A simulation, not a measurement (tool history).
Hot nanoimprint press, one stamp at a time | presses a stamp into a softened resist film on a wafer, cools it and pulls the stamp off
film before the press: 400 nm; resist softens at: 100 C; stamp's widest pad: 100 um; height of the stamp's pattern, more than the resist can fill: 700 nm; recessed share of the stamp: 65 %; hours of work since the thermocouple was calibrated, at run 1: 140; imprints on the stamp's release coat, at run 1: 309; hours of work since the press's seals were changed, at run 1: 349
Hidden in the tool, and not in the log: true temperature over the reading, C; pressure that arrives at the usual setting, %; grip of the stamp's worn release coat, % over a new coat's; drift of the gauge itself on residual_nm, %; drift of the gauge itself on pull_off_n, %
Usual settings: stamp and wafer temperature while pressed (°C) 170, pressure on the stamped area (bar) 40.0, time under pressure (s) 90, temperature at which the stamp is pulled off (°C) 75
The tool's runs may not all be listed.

run    hour  stamp and wafer temperature while pressed (°C)  pressure on the stamped area (bar)  time under pressure (s)  temperature at which the stamp is pulled off (°C)  hours of work since the thermocouple was calibrated  imprints on the stamp's release coat  hours of work since the press's seals were changed  resist left under the stamp's widest pad (nm)  greatest force while the stamp is pulled off (N)
  1     0.0                                             170                                40.0                       90                                                 75                                                  140                                   309                                                 349                                          234.5                                               211
  2    48.0                                             170                                40.0                       90                                                 75                                                  170                                   459                                                 379                                          234.9                                               214
  3    99.0                                             170                                40.0                       90                                                 75                                                  202                                   618                                                 411                                          234.1                                               216
  4   152.6                                             170                                40.0                       90                                                 75                                                  236                                   786                                                 445                                          233.8                                               214
      174.4  -- stamp cleaned and given a new release coat
  5   189.5                                             170                                40.0                       90                                                 75                                                  255                                    47                                                 464                                          233.6                                               212
  6   238.2                                             170                                40.0                       90                                                 75                                                  286                                   200                                                 495                                          233.6                                               219
  7   283.9                                             170                                40.0                       90                                                 75                                                  315                                   343                                                 524                                          233.3                                               213
  8   309.3                                             170                                40.0                       90                                                 75                                                  331                                   422                                                 540                                          232.9                                               215
  9   357.9                                             170                                40.0                       90                                                 75                                                  361                                   574                                                 570                                          232.7                                               214
 10   409.8                                             170                                60.3                       90                                                 75                                                  394                                   736                                                 603                                          200.9                                               217
      447.6  -- stamp cleaned and given a new release coat
 11   466.8                                             170                                60.3                       90                                                 75                                                  426                                    61                                                 635                                          200.9                                               216
 12   517.4                                             170                                60.3                       90                                                 75                                                  458                                   219                                                 667                                          201.4                                               215
 13   560.7                                             170                                60.3                       90                                                 75                                                  485                                   354                                                 694                                          200.7                                               217
      572.9  -- plate thermocouple calibrated
 14   616.6                                             170                                40.0                       90                                                 73                                                   27                                   519                                                 727                                          231.8                                               225
 15   646.9                                             170                                40.0                       90                                                 75                                                   47                                   614                                                 746                                          233.3                                               212
 16   688.4                                             170                                52.7                       90                                                 67                                                   73                                   744                                                 772                                          210.8                                               256
      724.0  -- stamp cleaned and given a new release coat
 17   744.2                                             170                                52.7                       90                                                 67                                                  104                                    64                                                 804                                          209.4                                               254
 18   794.0                                             182                                39.4                      147                                                 74                                                  135                                   219                                                 835                                          139.6                                               218
 19   818.9                                             182                                29.6                       94                                                 74                                                  151                                   297                                                 851                                          188.9                                               222
 20   860.2                                             169                                40.0                       90                                                 82                                                  177                                   426                                                 877                                          237.0                                               183
 21   887.8                                             169                                40.0                       90                                                 82                                                  194                                   513                                                 894                                          237.4                                               182
 22   930.2                                             169                                40.0                       90                                                 82                                                  221                                   645                                                 921                                          238.4                                               179
 23   966.0                                             161                                25.6                      159                                                 77                                                  243                                   757                                                 943                                          276.8                                               202
     1000.1  -- stamp cleaned and given a new release coat
 24  1011.2                                             176                                46.2                       89                                                 66                                                  268                                    34                                                 968                                          187.9                                               256
 25  1070.6                                             176                                25.2                       89                                                 66                                                  305                                   220                                                1005                                          235.1                                               260
 26  1100.2                                             170                                24.9                       90                                                 64                                                  324                                   313                                                1024                                          267.5                                               268
     1126.1  -- gauge calibrated
 27  1126.2                                             170                                30.7                       62                                                 75                                                  340                                   394                                                1040                                          284.1                                               217
 28  1181.9                                             170                                30.7                       62                                                 75                                                  376                                   568                                                1075                                          282.5                                               212
 29  1237.8                                             170                                35.3                       62                                                 75                                                  411                                   743                                                1110                                          271.9                                               211

3 ways to go on from here, each from the tool as it stands after run 29. What would each give?
     1275.0  -- stamp cleaned and given a new release coat
  A  1289.7                                             170                                35.3                       62                                                 70                                                  440                                    46                                                1139                                              ?                                                 ?
     1275.0  -- stamp cleaned and given a new release coat
  B  1289.7                                             170                                35.3                       62                                                 61                                                  440                                    46                                                1139                                              ?                                                 ?
     1275.0  -- stamp cleaned and given a new release coat
  C  1289.7                                             158                                26.5                       71                                                 75                                                  440                                    46                                                1139                                              ?                                                 ?

run  resist left under the stamp's widest pad (nm)  greatest force while the stamp is pulled off (N)
  A                                          272.0                                               244
  B                                          271.1                                               283
  C                                          342.6                                               218
Without the tool's hidden state the same runs would have given:
run  resist left under the stamp's widest pad (nm)  greatest force while the stamp is pulled off (N)
  A                                          272.3                                               244
  B                                          271.4                                               283
  C                                          343.2                                               217
